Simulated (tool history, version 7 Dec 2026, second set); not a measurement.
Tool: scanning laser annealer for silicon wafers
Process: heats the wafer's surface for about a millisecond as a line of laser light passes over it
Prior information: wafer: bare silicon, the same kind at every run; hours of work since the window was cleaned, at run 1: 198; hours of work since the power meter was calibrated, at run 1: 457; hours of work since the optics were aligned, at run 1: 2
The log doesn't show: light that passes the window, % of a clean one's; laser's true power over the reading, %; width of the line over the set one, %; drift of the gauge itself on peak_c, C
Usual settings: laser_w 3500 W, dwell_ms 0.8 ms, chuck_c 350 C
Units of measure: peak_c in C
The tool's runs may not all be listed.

run	hour	laser_w	dwell_ms	chuck_c	hours of work since the window was cleaned	hours of work since the power meter was calibrated	hours of work since the optics were aligned	peak_c
1	0	3500	0.8	350	198	457	2	1127
2	15.5	3142	0.8	350	207	466	12	1024
3	32.2	3500	0.8	350	217	476	22	1127
4	52	3500	0.8	368	229	489	34	1142
5	84.3	3500	0.8	368	249	508	54	1139
6	112.7	3500	0.8	350	266	525	71	1123
7	143.5	3500	0.8	383	285	544	90	1153
8	157	3500	0.8	383	293	552	98	1154
9	185.7	3555	0.8	342	310	570	115	1123
10	209.5	3555	0.8	342	325	584	130	1124
11	237.8	3555	0.8	342	342	601	147	1122
12	263.5	3555	0.596	336	358	617	163	1026
13	283.8	3500	0.588	350	370	629	175	1020

4 options for the next run, each taken on its own from the tool as it stands now. Forecast them:
A	303	3500	0.569	360	382	641	187	?
B	303	3059	0.911	350	382	641	187	?
C	303	3036	0.809	350	382	641	187	?
D	303	3787	0.8	387	382	641	187	?

run	peak_c
A	1025
B	1030
C	994
D	1233
Stripped of hidden state, with their random variation kept, the same runs would have yielded:
run	peak_c
A	1040
B	1047
C	1009
D	1253

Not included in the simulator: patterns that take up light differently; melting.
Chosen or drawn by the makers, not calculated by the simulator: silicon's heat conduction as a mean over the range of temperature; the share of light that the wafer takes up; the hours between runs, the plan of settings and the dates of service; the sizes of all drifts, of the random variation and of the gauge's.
